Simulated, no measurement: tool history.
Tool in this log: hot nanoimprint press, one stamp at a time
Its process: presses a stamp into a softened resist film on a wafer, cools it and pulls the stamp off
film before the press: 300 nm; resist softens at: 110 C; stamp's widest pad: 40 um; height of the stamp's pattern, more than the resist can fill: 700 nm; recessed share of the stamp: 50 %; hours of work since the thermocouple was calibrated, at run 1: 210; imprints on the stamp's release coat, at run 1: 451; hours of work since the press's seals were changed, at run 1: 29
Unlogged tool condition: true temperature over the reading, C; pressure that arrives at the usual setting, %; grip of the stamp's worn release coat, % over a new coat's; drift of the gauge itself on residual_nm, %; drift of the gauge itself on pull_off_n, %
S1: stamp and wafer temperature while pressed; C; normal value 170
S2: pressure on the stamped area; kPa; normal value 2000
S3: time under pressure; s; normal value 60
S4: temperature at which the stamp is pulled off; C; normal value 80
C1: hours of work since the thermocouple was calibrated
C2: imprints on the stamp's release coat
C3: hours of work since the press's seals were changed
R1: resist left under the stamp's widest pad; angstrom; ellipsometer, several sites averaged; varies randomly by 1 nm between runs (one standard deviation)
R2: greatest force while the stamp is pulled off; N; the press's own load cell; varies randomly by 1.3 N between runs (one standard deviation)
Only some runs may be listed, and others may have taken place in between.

run	day	S1	S2	S3	S4	C1	C2	C3	R1	R2
1	0.000	170	2000	60	80	210	451	29	1439	129
2	0.396	170	2000	60	80	214	463	33	1447	127
3	0.654	170	2000	60	78	216	470	36	1443	133
4	1.058	170	2000	87	80	220	482	39	1270	127
5	1.258	170	2000	62	80	222	488	41	1427	127
6	1.483	170	2000	62	80	224	495	44	1424	127
7	1.767	170	2000	62	80	227	504	46	1412	129
8	2.038	170	2000	62	80	229	512	49	1414	128
9	2.346	170	2000	62	80	232	521	52	1436	129
10	2.521	170	2000	62	80	234	526	53	1436	126
11	2.712	170	2000	62	80	236	532	55	1424	127
12	3.025	170	2000	62	80	239	541	58	1424	128
13	3.246	170	2000	60	80	241	548	60	1443	125
14	3.454	170	2000	60	80	243	554	62	1442	126
15	3.775	170	2000	60	80	246	563	66	1431	126
16	3.996	170	2000	60	80	248	570	68	1435	128
17	4.329	170	2000	60	80	251	580	71	1462	126
18	4.617	170	2000	60	80	254	588	74	1431	128
# day 4.779: plate thermocouple calibrated
19	5.150	162	1680	42	80	4	601	78	2244	128
20	5.504	160	2180	63	88	7	611	81	1986	103
21	5.721	166	2850	76	85	9	618	83	1285	110
22	6.079	166	2850	76	85	13	628	87	1296	112
23	6.379	158	2000	60	80	15	637	89	2202	125
# day 6.692: plate thermocouple calibrated, once more
24	6.892	158	2000	60	80	2	649	93	2284	134
25	7.121	158	2000	55	88	4	656	95	2341	106
26	7.408	158	2000	55	88	7	664	98	2333	105
27	7.625	158	2000	55	88	9	671	100	2329	107
28	8.012	170	2000	60	80	13	682	104	1490	132
29	8.417	170	2000	52	80	17	694	108	1553	131
30	8.600	170	2000	58	82	18	700	110	1507	124
31	8.896	170	2000	58	82	21	709	112	1509	125

How the hidden state differs across the entries between the runs, from the last listed run before each to the first after it:
From run 18 to run 19: plate thermocouple calibrated (day 4.779)
  true temperature over the reading, C: 0.85 -> 1.26; pressure that arrives at the usual setting, %: 99.35 -> 99.32; grip of the stamp's worn release coat, % over a new coat's: 5.8 -> 5.9
  measured result minus the result with no hidden state, R1: -46 -> -73 angstrom; R2: +4 -> +3 N
From run 23 to run 24: plate thermocouple calibrated, once more (day 6.692)
  true temperature over the reading, C: 1.31 -> 0.1; pressure that arrives at the usual setting, %: 99.25 -> 99.22; grip of the stamp's worn release coat, % over a new coat's: 6.3 -> 6.4
  measured result minus the result with no hidden state, R1: -82 -> -2 angstrom; R2: +3 -> +8 N
